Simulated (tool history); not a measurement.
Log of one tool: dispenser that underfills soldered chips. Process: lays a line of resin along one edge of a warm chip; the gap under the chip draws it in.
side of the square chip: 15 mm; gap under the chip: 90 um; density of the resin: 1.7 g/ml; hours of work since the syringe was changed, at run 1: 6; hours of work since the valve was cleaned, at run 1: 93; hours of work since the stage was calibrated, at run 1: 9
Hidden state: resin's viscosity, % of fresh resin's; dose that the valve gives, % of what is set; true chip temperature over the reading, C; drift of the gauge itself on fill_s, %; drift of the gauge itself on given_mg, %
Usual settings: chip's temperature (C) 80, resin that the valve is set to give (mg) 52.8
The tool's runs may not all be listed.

run   hour  chip's temperature (C)  resin that the valve is set to give (mg)  hours of work since the syringe was changed  hours of work since the valve was cleaned  hours of work since the stage was calibrated  time until the resin shows at the far edge (s)  resin that the valve gave (mg)
  1      0                      80                                      52.8                                            6                                         93                                             9                                           141.7                           47.78
       8.5  -- new syringe of resin
  2    8.5                      80                                      52.8                                            0                                         99                                            15                                            99.2                           47.22
  3     16                      80                                      52.8                                            5                                        104                                            21                                           135.8                           46.92
      24.3  -- dispensing valve cleaned and set on the balance
  4   25.3                      80                                      52.8                                           11                                          1                                            27                                           190.7                           52.39
      26.2  -- new syringe of resin
  5   33.8                      80                                      52.8                                            6                                          7                                            33                                           140.5                            52.3
      42.8  -- new syringe of resin
  6   42.8                      80                                      52.8                                            0                                         13                                            39                                            98.7                           52.29
  7   51.1                      80                                      52.8                                            6                                         19                                            45                                           140.8                            51.8
      59.4  -- new syringe of resin
  8   60.8                      80                                      68.2                                            1                                         26                                            52                                           100.3                           66.29
  9   70.1                      80                                      68.2                                            8                                         33                                            59                                           150.5                           66.28
      75.9  -- new syringe of resin
 10   78.3                      80                                      68.2                                            2                                         38                                            65                                           103.9                           65.41
 11   84.5                      80                                      52.8                                            6                                         43                                            69                                           139.5                            50.3
 12   91.2                      80                                      52.8                                           11                                         48                                            74                                           190.7                           50.07
      92.6  -- new syringe of resin
 13  100.3                      84                                      52.8                                            6                                         54                                            80                                             122                           49.89
 14  108.6                      84                                      52.8                                           12                                         60                                            87                                           174.4                           49.55
     109.6  -- new syringe of resin
 15  116.7                      84                                      52.8                                            5                                         66                                            92                                           116.7                            49.2
 16  121.1                      84                                      52.8                                            8                                         69                                            95                                           143.4                           48.83
     125.9  -- new syringe of resin
 17  127.7                      80                                      52.8                                            1                                         74                                           100                                           106.7                           48.74
 18  134.1                      89                                      52.8                                            6                                         79                                           105                                           108.7                           48.64
 19  139.5                      93                                      53.8                                           10                                         82                                           109                                           121.9                           49.41
     142.5  -- new syringe of resin
 20  148.9                      93                                      53.8                                            5                                         89                                           115                                            89.6                           48.95
 21  154.9                      93                                      53.8                                            9                                         93                                           120                                           117.5                           48.53
     159.7  -- new syringe of resin
 22  161.3                      91                                      53.2                                            1                                         98                                           124                                            75.2                           47.69
 23  167.6                      82                                      63.2                                            6                                        103                                           129                                           127.1                           56.67
 24  175.1                      66                                      47.5                                           11                                        108                                           134                                           306.4                           42.36
     176.2  -- new syringe of resin
     179.2  -- dispensing valve cleaned and set on the balance
 25  181.4                      73                                      68.5                                            3                                          2                                           138                                           141.4                           68.68
 26  188.7                      84                                      52.8                                            8                                          7                                           143                                           141.4                           52.24
     193.9  -- new syringe of resin
 27  195.5                      84                                      52.8                                            1                                         12                                           148                                            90.6                           52.17
 28  202.3                      88                                      56.2                                            6                                         17                                           153                                           112.7                           55.01
 29  209.2                      93                                      66.4                                           11                                         22                                           158                                           126.6                           65.39
     210.7  -- new syringe of resin
 30  213.6                      92                                        52                                            2                                         25                                           161                                            78.3                           50.66
 31  217.9                      93                                      53.5                                            5                                         28                                           164                                            91.1                           52.24
 32  226.6                      77                                        61                                           12                                         34                                           170                                           212.7                           59.03
     227.6  -- new syringe of resin
 33  234.3                      74                                      49.6                                            5                                         40                                           176                                           155.8                            47.4
 34  241.8                      68                                      51.4                                           10                                         45                                           181                                           264.1                           48.96
     244.3  -- new syringe of resin
 35  249.9                      66                                        45                                            4                                         51                                           187                                           194.7                           42.53

4 ways to go on from here, each from the tool as it stands after run 35. What would each give?
  A  254.8                      80                                      52.8                                            8                                         54                                           190                                               ?                               ?
  B  254.8                      70                                      58.2                                            8                                         54                                           190                                               ?                               ?
  C  254.8                      76                                        45                                            8                                         54                                           190                                               ?                               ?
  D  254.8                      85                                      57.2                                            8                                         54                                           190                                               ?                               ?

run  time until the resin shows at the far edge (s)  resin that the valve gave (mg)
  A                                           154.6                           49.86
  B                                           203.9                           54.86
  C                                           184.7                           42.48
  D                                           127.3                           54.16
Without the tool's hidden state the same runs would have given:
run  time until the resin shows at the far edge (s)  resin that the valve gave (mg)
  A                                            98.9                           52.77
  B                                           131.1                           58.04
  C                                           117.1                           44.94
  D                                            81.5                            57.3

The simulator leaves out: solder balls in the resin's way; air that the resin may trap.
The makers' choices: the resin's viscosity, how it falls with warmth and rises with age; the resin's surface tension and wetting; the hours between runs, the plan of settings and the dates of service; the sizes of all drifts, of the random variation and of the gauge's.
